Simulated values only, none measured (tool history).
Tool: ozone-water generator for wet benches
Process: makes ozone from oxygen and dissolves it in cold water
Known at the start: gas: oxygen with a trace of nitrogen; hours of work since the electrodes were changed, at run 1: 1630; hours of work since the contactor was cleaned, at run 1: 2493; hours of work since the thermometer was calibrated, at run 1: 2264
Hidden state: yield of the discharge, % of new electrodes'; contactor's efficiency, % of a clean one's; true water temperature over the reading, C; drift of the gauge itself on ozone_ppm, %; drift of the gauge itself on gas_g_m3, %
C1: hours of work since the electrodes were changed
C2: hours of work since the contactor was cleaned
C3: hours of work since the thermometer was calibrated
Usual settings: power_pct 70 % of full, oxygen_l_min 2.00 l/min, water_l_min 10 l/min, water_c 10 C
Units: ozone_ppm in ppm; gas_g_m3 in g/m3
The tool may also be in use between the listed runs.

{"run": 1, "day": 0.0, "power_pct": 70, "oxygen_l_min": 2.0, "water_l_min": 10, "water_c": 10, "C1": 1630, "C2": 2493, "C3": 2264, "ozone_ppm": 22.0, "gas_g_m3": 201.9}
{"run": 2, "day": 3.988, "power_pct": 70, "oxygen_l_min": 2.0, "water_l_min": 10, "water_c": 10, "C1": 1690, "C2": 2553, "C3": 2324, "ozone_ppm": 22.1, "gas_g_m3": 202.6}
{"run": 3, "day": 6.017, "power_pct": 70, "oxygen_l_min": 2.0, "water_l_min": 10, "water_c": 5, "C1": 1720, "C2": 2584, "C3": 2354, "ozone_ppm": 23.4, "gas_g_m3": 203.3}
{"run": 4, "day": 8.762, "power_pct": 70, "oxygen_l_min": 2.0, "water_l_min": 10, "water_c": 10, "C1": 1762, "C2": 2625, "C3": 2396, "ozone_ppm": 22.4, "gas_g_m3": 199.7}
{"run": 5, "day": 10.388, "power_pct": 70, "oxygen_l_min": 2.0, "water_l_min": 10, "water_c": 10, "C1": 1786, "C2": 2650, "C3": 2420, "ozone_ppm": 22.2, "gas_g_m3": 202.4}
{"run": 6, "day": 12.1, "power_pct": 70, "oxygen_l_min": 2.0, "water_l_min": 10, "water_c": 10, "C1": 1812, "C2": 2675, "C3": 2446, "ozone_ppm": 22.6, "gas_g_m3": 202.2}
{"run": 7, "day": 14.742, "power_pct": 70, "oxygen_l_min": 2.0, "water_l_min": 10, "water_c": 10, "C1": 1852, "C2": 2715, "C3": 2486, "ozone_ppm": 22.3, "gas_g_m3": 201.3}
{"day": 17.471, "done": "contactor cleaned"}
{"run": 8, "day": 18.821, "power_pct": 61, "oxygen_l_min": 2.0, "water_l_min": 10, "water_c": 10, "C1": 1911, "C2": 20, "C3": 2545, "ozone_ppm": 20.5, "gas_g_m3": 182.0}
{"run": 9, "day": 22.304, "power_pct": 61, "oxygen_l_min": 2.0, "water_l_min": 10, "water_c": 10, "C1": 1963, "C2": 73, "C3": 2597, "ozone_ppm": 20.6, "gas_g_m3": 181.9}
{"run": 10, "day": 25.862, "power_pct": 42, "oxygen_l_min": 2.0, "water_l_min": 10, "water_c": 10, "C1": 2017, "C2": 126, "C3": 2651, "ozone_ppm": 15.8, "gas_g_m3": 139.5}
{"run": 11, "day": 29.208, "power_pct": 42, "oxygen_l_min": 2.0, "water_l_min": 10, "water_c": 10, "C1": 2067, "C2": 177, "C3": 2701, "ozone_ppm": 15.5, "gas_g_m3": 138.8}
{"run": 12, "day": 31.854, "power_pct": 42, "oxygen_l_min": 2.0, "water_l_min": 10, "water_c": 10, "C1": 2107, "C2": 217, "C3": 2741, "ozone_ppm": 15.4, "gas_g_m3": 139.2}
{"run": 13, "day": 34.517, "power_pct": 70, "oxygen_l_min": 1.17, "water_l_min": 10, "water_c": 10, "C1": 2147, "C2": 257, "C3": 2781, "ozone_ppm": 21.4, "gas_g_m3": 283.9}
{"run": 14, "day": 37.608, "power_pct": 70, "oxygen_l_min": 1.17, "water_l_min": 10, "water_c": 10, "C1": 2194, "C2": 303, "C3": 2828, "ozone_ppm": 21.4, "gas_g_m3": 280.3}
{"day": 40.383, "done": "gauge calibrated"}
{"run": 15, "day": 40.892, "power_pct": 64, "oxygen_l_min": 1.17, "water_l_min": 10, "water_c": 10, "C1": 2243, "C2": 353, "C3": 2877, "ozone_ppm": 20.2, "gas_g_m3": 270.4}
{"run": 16, "day": 44.779, "power_pct": 64, "oxygen_l_min": 1.17, "water_l_min": 10, "water_c": 10, "C1": 2302, "C2": 411, "C3": 2936, "ozone_ppm": 20.4, "gas_g_m3": 269.2}
{"run": 17, "day": 48.179, "power_pct": 64, "oxygen_l_min": 1.17, "water_l_min": 10, "water_c": 10, "C1": 2353, "C2": 463, "C3": 2987, "ozone_ppm": 20.3, "gas_g_m3": 269.9}
{"run": 18, "day": 50.717, "power_pct": 70, "oxygen_l_min": 1.13, "water_l_min": 9, "water_c": 10, "C1": 2391, "C2": 501, "C3": 3026, "ozone_ppm": 23.8, "gas_g_m3": 295.6}
{"run": 19, "day": 54.642, "power_pct": 73, "oxygen_l_min": 2.79, "water_l_min": 11, "water_c": 10, "C1": 2451, "C2": 560, "C3": 3085, "ozone_ppm": 21.0, "gas_g_m3": 165.7}
{"run": 20, "day": 58.521, "power_pct": 73, "oxygen_l_min": 2.79, "water_l_min": 11, "water_c": 10, "C1": 2509, "C2": 619, "C3": 3143, "ozone_ppm": 21.5, "gas_g_m3": 167.6}
{"run": 21, "day": 62.512, "power_pct": 82, "oxygen_l_min": 2.79, "water_l_min": 6, "water_c": 10, "C1": 2569, "C2": 679, "C3": 3203, "ozone_ppm": 34.8, "gas_g_m3": 176.8}
{"run": 22, "day": 64.196, "power_pct": 54, "oxygen_l_min": 2.0, "water_l_min": 10, "water_c": 10, "C1": 2594, "C2": 704, "C3": 3229, "ozone_ppm": 18.6, "gas_g_m3": 167.1}
{"run": 23, "day": 66.612, "power_pct": 70, "oxygen_l_min": 2.0, "water_l_min": 10, "water_c": 10, "C1": 2631, "C2": 740, "C3": 3265, "ozone_ppm": 22.2, "gas_g_m3": 196.9}
{"run": 24, "day": 70.654, "power_pct": 70, "oxygen_l_min": 2.0, "water_l_min": 10, "water_c": 10, "C1": 2692, "C2": 801, "C3": 3326, "ozone_ppm": 22.0, "gas_g_m3": 199.6}
{"run": 25, "day": 74.321, "power_pct": 70, "oxygen_l_min": 2.0, "water_l_min": 10, "water_c": 10, "C1": 2747, "C2": 857, "C3": 3381, "ozone_ppm": 22.4, "gas_g_m3": 200.0}
{"run": 26, "day": 76.792, "power_pct": 65, "oxygen_l_min": 2.0, "water_l_min": 10, "water_c": 13, "C1": 2784, "C2": 894, "C3": 3418, "ozone_ppm": 20.5, "gas_g_m3": 188.4}
{"run": 27, "day": 80.321, "power_pct": 70, "oxygen_l_min": 2.63, "water_l_min": 10, "water_c": 10, "C1": 2837, "C2": 947, "C3": 3472, "ozone_ppm": 22.3, "gas_g_m3": 163.2}
{"run": 28, "day": 83.112, "power_pct": 70, "oxygen_l_min": 2.0, "water_l_min": 10, "water_c": 7, "C1": 2880, "C2": 989, "C3": 3514, "ozone_ppm": 23.2, "gas_g_m3": 197.1}
{"run": 29, "day": 85.858, "power_pct": 64, "oxygen_l_min": 1.45, "water_l_min": 14, "water_c": 6, "C1": 2921, "C2": 1030, "C3": 3555, "ozone_ppm": 15.4, "gas_g_m3": 228.1}
{"run": 30, "day": 88.808, "power_pct": 64, "oxygen_l_min": 1.45, "water_l_min": 14, "water_c": 6, "C1": 2965, "C2": 1075, "C3": 3600, "ozone_ppm": 15.1, "gas_g_m3": 227.7}
{"run": 31, "day": 91.546, "power_pct": 64, "oxygen_l_min": 1.45, "water_l_min": 14, "water_c": 6, "C1": 3007, "C2": 1116, "C3": 3641, "ozone_ppm": 15.3, "gas_g_m3": 227.6}
{"run": 32, "day": 95.233, "power_pct": 61, "oxygen_l_min": 2.92, "water_l_min": 14, "water_c": 11, "C1": 3062, "C2": 1172, "C3": 3696, "ozone_ppm": 14.7, "gas_g_m3": 138.2}

3 ways to go on from here, each from the tool as it stands after run 32. What would each give?
{"run": "A", "day": 97.662, "power_pct": 80, "oxygen_l_min": 2.92, "water_l_min": 7, "water_c": 13, "C1": 3099, "C2": 1208, "C3": 3733, "ozone_ppm": "?", "gas_g_m3": "?"}
{"run": "B", "day": 97.662, "power_pct": 70, "oxygen_l_min": 2.0, "water_l_min": 15, "water_c": 8, "C1": 3099, "C2": 1208, "C3": 3733, "ozone_ppm": "?", "gas_g_m3": "?"}
{"run": "C", "day": 97.662, "power_pct": 61, "oxygen_l_min": 2.19, "water_l_min": 14, "water_c": 11, "C1": 3099, "C2": 1208, "C3": 3733, "ozone_ppm": "?", "gas_g_m3": "?"}

run=A ozone_ppm=29.5 gas_g_m3=165.3
run=B ozone_ppm=15.7 gas_g_m3=194.8
run=C ozone_ppm=14.9 gas_g_m3=165.5
Without the tool's hidden state the same runs would have given:
run=A ozone_ppm=29.5 gas_g_m3=172.5
run=B ozone_ppm=15.7 gas_g_m3=203.3
run=C ozone_ppm=14.9 gas_g_m3=172.7
